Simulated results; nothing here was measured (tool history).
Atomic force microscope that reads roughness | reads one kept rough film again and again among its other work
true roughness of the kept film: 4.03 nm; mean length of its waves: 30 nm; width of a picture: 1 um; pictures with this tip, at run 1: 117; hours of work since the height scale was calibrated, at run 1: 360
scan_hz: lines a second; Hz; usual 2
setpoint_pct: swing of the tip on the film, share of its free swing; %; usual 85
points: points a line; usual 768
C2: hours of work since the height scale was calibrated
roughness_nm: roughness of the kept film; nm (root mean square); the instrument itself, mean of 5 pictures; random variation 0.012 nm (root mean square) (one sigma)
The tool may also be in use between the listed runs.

run 1 hour=0 | scan_hz=2 setpoint_pct=85 points=768 | pictures_with_this_tip=117 C2=360 | roughness_nm=2.747
run 2 hour=28.8 | scan_hz=2 setpoint_pct=58 points=768 | pictures_with_this_tip=158 C2=375 | roughness_nm=3.27
run 3 hour=44 | scan_hz=2 setpoint_pct=58 points=768 | pictures_with_this_tip=180 C2=383 | roughness_nm=3.237
run 4 hour=65.1 | scan_hz=2 setpoint_pct=75 points=768 | pictures_with_this_tip=211 C2=395 | roughness_nm=2.977
run 5 hour=79.3 | scan_hz=2 setpoint_pct=75 points=768 | pictures_with_this_tip=231 C2=402 | roughness_nm=2.995
run 6 hour=99.9 | scan_hz=2 setpoint_pct=85 points=768 | pictures_with_this_tip=261 C2=414 | roughness_nm=2.777
-- hour=112.9 new tip fitted
run 7 hour=117.4 | scan_hz=2 setpoint_pct=85 points=768 | pictures_with_this_tip=6 C2=423 | roughness_nm=2.764
run 8 hour=147.2 | scan_hz=2 setpoint_pct=85 points=768 | pictures_with_this_tip=49 C2=439 | roughness_nm=2.765
run 9 hour=169.4 | scan_hz=2 setpoint_pct=85 points=768 | pictures_with_this_tip=81 C2=451 | roughness_nm=2.755
run 10 hour=183.7 | scan_hz=2 setpoint_pct=85 points=768 | pictures_with_this_tip=102 C2=458 | roughness_nm=2.768
run 11 hour=210.2 | scan_hz=2 setpoint_pct=85 points=768 | pictures_with_this_tip=140 C2=473 | roughness_nm=2.774
run 12 hour=230.5 | scan_hz=2 setpoint_pct=85 points=555 | pictures_with_this_tip=169 C2=484 | roughness_nm=2.752
run 13 hour=259 | scan_hz=2 setpoint_pct=85 points=555 | pictures_with_this_tip=210 C2=499 | roughness_nm=2.76
run 14 hour=287 | scan_hz=2 setpoint_pct=85 points=555 | pictures_with_this_tip=250 C2=514 | roughness_nm=2.781
-- hour=306.2 new tip fitted
run 15 hour=311.8 | scan_hz=2 setpoint_pct=77 points=743 | pictures_with_this_tip=8 C2=527 | roughness_nm=2.957
run 16 hour=329.5 | scan_hz=2 setpoint_pct=77 points=743 | pictures_with_this_tip=34 C2=536 | roughness_nm=2.937
run 17 hour=361.8 | scan_hz=1.43 setpoint_pct=85 points=768 | pictures_with_this_tip=80 C2=554 | roughness_nm=2.911
run 18 hour=378.3 | scan_hz=1.43 setpoint_pct=85 points=768 | pictures_with_this_tip=104 C2=563 | roughness_nm=2.919
run 19 hour=408.6 | scan_hz=1.43 setpoint_pct=85 points=768 | pictures_with_this_tip=148 C2=579 | roughness_nm=2.943
run 20 hour=433.6 | scan_hz=0.56 setpoint_pct=59 points=768 | pictures_with_this_tip=184 C2=592 | roughness_nm=3.364
run 21 hour=454.1 | scan_hz=0.56 setpoint_pct=59 points=768 | pictures_with_this_tip=213 C2=604 | roughness_nm=3.357
run 22 hour=482.8 | scan_hz=2 setpoint_pct=85 points=285 | pictures_with_this_tip=254 C2=619 | roughness_nm=2.718
-- hour=498.6 new tip fitted
run 23 hour=498.6 | scan_hz=1.35 setpoint_pct=85 points=291 | pictures_with_this_tip=0 C2=627 | roughness_nm=2.917
run 24 hour=519.9 | scan_hz=3.17 setpoint_pct=65 points=932 | pictures_with_this_tip=30 C2=639 | roughness_nm=3.037
run 25 hour=539.5 | scan_hz=2 setpoint_pct=57 points=418 | pictures_with_this_tip=58 C2=649 | roughness_nm=3.246
run 26 hour=568.2 | scan_hz=2 setpoint_pct=88 points=768 | pictures_with_this_tip=100 C2=665 | roughness_nm=2.705
run 27 hour=601.3 | scan_hz=2 setpoint_pct=57 points=768 | pictures_with_this_tip=147 C2=682 | roughness_nm=3.241
run 28 hour=634.2 | scan_hz=1.13 setpoint_pct=85 points=768 | pictures_with_this_tip=195 C2=700 | roughness_nm=3.005

Forecast each of these 5 alternatives for the next run:
run A hour=661.1 | scan_hz=2.45 setpoint_pct=85 points=768 | pictures_with_this_tip=233 C2=715 | roughness_nm=?
run B hour=661.1 | scan_hz=2.89 setpoint_pct=85 points=768 | pictures_with_this_tip=233 C2=715 | roughness_nm=?
run C hour=661.1 | scan_hz=2.16 setpoint_pct=70 points=519 | pictures_with_this_tip=233 C2=715 | roughness_nm=?
run D hour=661.1 | scan_hz=0.94 setpoint_pct=85 points=263 | pictures_with_this_tip=233 C2=715 | roughness_nm=?
run E hour=661.1 | scan_hz=2 setpoint_pct=55 points=292 | pictures_with_this_tip=233 C2=715 | roughness_nm=?

run=A roughness_nm=2.646
run=B roughness_nm=2.577
run=C roughness_nm=3.037
run=D roughness_nm=3.042
run=E roughness_nm=3.24
Without the tool's hidden state the same runs would have given:
run=A roughness_nm=2.653
run=B roughness_nm=2.585
run=C roughness_nm=3.046
run=D roughness_nm=3.051
run=E roughness_nm=3.249
